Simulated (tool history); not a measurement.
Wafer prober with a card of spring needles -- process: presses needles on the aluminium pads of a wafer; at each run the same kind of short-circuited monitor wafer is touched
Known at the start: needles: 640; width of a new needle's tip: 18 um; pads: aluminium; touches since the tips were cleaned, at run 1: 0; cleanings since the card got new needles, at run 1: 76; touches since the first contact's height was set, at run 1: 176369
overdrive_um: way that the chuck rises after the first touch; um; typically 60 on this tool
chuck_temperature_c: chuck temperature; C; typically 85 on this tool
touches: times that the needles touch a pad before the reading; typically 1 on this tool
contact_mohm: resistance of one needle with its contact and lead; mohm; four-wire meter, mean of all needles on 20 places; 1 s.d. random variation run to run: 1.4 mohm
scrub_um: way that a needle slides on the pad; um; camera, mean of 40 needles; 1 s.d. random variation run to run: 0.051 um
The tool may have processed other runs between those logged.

| run | day | overdrive_um | chuck_temperature_c | touches | touches since the tips were cleaned | cleanings since the card got new needles | touches since the first contact's height was set | contact_mohm | scrub_um |
|---|---|---|---|---|---|---|---|---|---|
| 1 | 0.000 | 60 | 85 | 1 | 0 | 76 | 176369 | 139 | 10.91 |
|  | 0.088 | height of the first contact set anew |
|  | 0.367 | tips cleaned on abrasive film |
|  | 0.729 | tips cleaned on abrasive film |
| 2 | 0.767 | 60 | 85 | 1 | 484 | 78 | 7913 | 168 | 11.71 |
|  | 1.096 | tips cleaned on abrasive film |
|  | 1.429 | tips cleaned on abrasive film |
| 3 | 1.721 | 60 | 85 | 1 | 3435 | 80 | 19059 | 249 | 11.80 |
|  | 1.788 | tips cleaned on abrasive film |
|  | 2.121 | tips cleaned on abrasive film |
| 4 | 2.238 | 60 | 50 | 1 | 1396 | 82 | 25032 | 200 | 11.72 |
|  | 2.404 | tips cleaned on abrasive film, once more |
| 5 | 2.729 | 60 | 50 | 1 | 3805 | 83 | 30764 | 263 | 11.58 |
|  | 2.788 | tips cleaned on abrasive film |
|  | 3.162 | tips cleaned on abrasive film |
| 6 | 3.321 | 60 | 85 | 1 | 1866 | 85 | 37646 | 231 | 11.68 |
|  | 3.554 | tips cleaned on abrasive film |
|  | 3.892 | tips cleaned on abrasive film |
| 7 | 4.146 | 60 | 85 | 1 | 2958 | 87 | 47259 | 252 | 11.52 |
|  | 4.300 | tips cleaned on abrasive film |
|  | 4.633 | tips cleaned on abrasive film |
| 8 | 4.633 | 60 | 85 | 1 | 0 | 89 | 52948 | 146 | 11.59 |
|  | 4.992 | tips cleaned on abrasive film |
|  | 5.375 | tips cleaned on abrasive film |
| 9 | 5.404 | 60 | 85 | 1 | 322 | 91 | 61897 | 155 | 11.46 |
|  | 5.712 | tips cleaned on abrasive film |
| 10 | 5.983 | 60 | 85 | 1 | 3161 | 92 | 68689 | 257 | 11.41 |
|  | 6.071 | tips cleaned on abrasive film |
|  | 6.417 | tips cleaned on abrasive film |
| 11 | 6.729 | 60 | 85 | 1 | 3703 | 94 | 77406 | 267 | 11.39 |
|  | 6.788 | tips cleaned on abrasive film |
|  | 7.129 | tips cleaned on abrasive film |
| 12 | 7.404 | 47 | 85 | 1 | 3262 | 96 | 85252 | 342 | 8.81 |
|  | 7.525 | tips cleaned on abrasive film |
| 13 | 7.808 | 47 | 85 | 1 | 3343 | 97 | 89976 | 343 | 8.77 |
|  | 7.871 | tips cleaned on abrasive film |
|  | 8.217 | tips cleaned on abrasive film |
| 14 | 8.529 | 47 | 85 | 1 | 3695 | 99 | 98377 | 354 | 8.82 |
|  | 8.612 | tips cleaned on abrasive film |
| 15 | 8.929 | 47 | 85 | 1 | 3764 | 100 | 103051 | 361 | 8.81 |
|  | 8.988 | tips cleaned on abrasive film |
|  | 9.338 | tips cleaned on abrasive film |
| 16 | 9.629 | 47 | 85 | 1 | 3446 | 102 | 111184 | 366 | 8.67 |
|  | 9.717 | tips cleaned on abrasive film |
|  | 10.058 | tips cleaned on abrasive film |
|  | 10.392 | tips cleaned on abrasive film |
| 17 | 10.396 | 60 | 85 | 1 | 37 | 105 | 120075 | 142 | 11.11 |
|  | 10.762 | tips cleaned on abrasive film |
| 18 | 10.879 | 60 | 85 | 1 | 1380 | 106 | 125729 | 218 | 11.08 |
|  | 11.117 | tips cleaned on abrasive film |
|  | 11.479 | tips cleaned on abrasive film |
| 19 | 11.525 | 60 | 85 | 1 | 533 | 108 | 133232 | 179 | 11.15 |
|  | 11.825 | tips cleaned on abrasive film |
|  | 12.162 | tips cleaned on abrasive film |
|  | 12.496 | tips cleaned on abrasive film |
| 20 | 12.496 | 63 | 53 | 1 | 0 | 111 | 144553 | 141 | 11.57 |
|  | 12.842 | tips cleaned on abrasive film |
|  | 13.217 | tips cleaned on abrasive film |
| 21 | 13.338 | 63 | 53 | 1 | 1417 | 113 | 154338 | 215 | 11.64 |
|  | 13.554 | tips cleaned on abrasive film |
|  | 13.904 | tips cleaned on abrasive film |
| 22 | 14.058 | 72 | 89 | 1 | 1832 | 115 | 162773 | 200 | 13.39 |
|  | 14.258 | tips cleaned on abrasive film |
| 23 | 14.588 | 40 | 86 | 1 | 3848 | 116 | 168932 | 473 | 6.99 |
|  | 14.658 | tips cleaned on abrasive film |
|  | 15.062 | tips cleaned on abrasive film |
| 24 | 15.250 | 40 | 50 | 1 | 2196 | 118 | 176660 | 406 | 7.01 |
|  | 15.346 | height of the first contact set anew |
|  | 15.471 | tips cleaned on abrasive film |
|  | 15.850 | tips cleaned on abrasive film |
| 25 | 15.925 | 72 | 65 | 1 | 904 | 120 | 6757 | 168 | 14.01 |
|  | 16.188 | tips cleaned on abrasive film |
| 26 | 16.379 | 59 | 44 | 1 | 2261 | 121 | 12033 | 246 | 11.52 |
|  | 16.525 | tips cleaned on abrasive film |
|  | 16.917 | tips cleaned on abrasive film |
| 27 | 17.154 | 64 | 45 | 1 | 2812 | 123 | 21104 | 242 | 12.43 |
|  | 17.262 | tips cleaned on abrasive film |
|  | 17.612 | tips cleaned on abrasive film |
| 28 | 17.812 | 72 | 29 | 2 | 2350 | 125 | 28720 | 181 | 14.00 |
|  | 17.954 | tips cleaned on abrasive film |
|  | 18.296 | tips cleaned on abrasive film |
| 29 | 18.592 | 57 | 50 | 2 | 3499 | 127 | 37843 | 224 | 10.95 |

What if the next run were any one of these 3? Each begins from the tool's condition after run 29:
|  | 18.679 | tips cleaned on abrasive film |
|  | 19.054 | tips cleaned on abrasive film |
|  | 19.421 | tips cleaned on abrasive film |
| A | 19.504 | 70 | 85 | 1 | 973 | 130 | 48420 | ? | ? |
|  | 18.679 | tips cleaned on abrasive film |
|  | 19.054 | tips cleaned on abrasive film |
|  | 19.421 | tips cleaned on abrasive film |
| B | 19.504 | 60 | 26 | 3 | 973 | 130 | 48420 | ? | ? |
|  | 18.679 | tips cleaned on abrasive film |
|  | 19.054 | tips cleaned on abrasive film |
|  | 19.421 | tips cleaned on abrasive film |
| C | 19.504 | 57 | 28 | 1 | 973 | 130 | 48420 | ? | ? |

| run | contact_mohm | scrub_um |
|---|---|---|
| A | 184 | 13.51 |
| B | 150 | 11.52 |
| C | 206 | 10.94 |
With the hidden condition removed and each run's random variation left untouched, the same runs would have given:
| run | contact_mohm | scrub_um |
|---|---|---|
| A | 129 | 13.76 |
| B | 121 | 11.77 |
| C | 122 | 11.19 |

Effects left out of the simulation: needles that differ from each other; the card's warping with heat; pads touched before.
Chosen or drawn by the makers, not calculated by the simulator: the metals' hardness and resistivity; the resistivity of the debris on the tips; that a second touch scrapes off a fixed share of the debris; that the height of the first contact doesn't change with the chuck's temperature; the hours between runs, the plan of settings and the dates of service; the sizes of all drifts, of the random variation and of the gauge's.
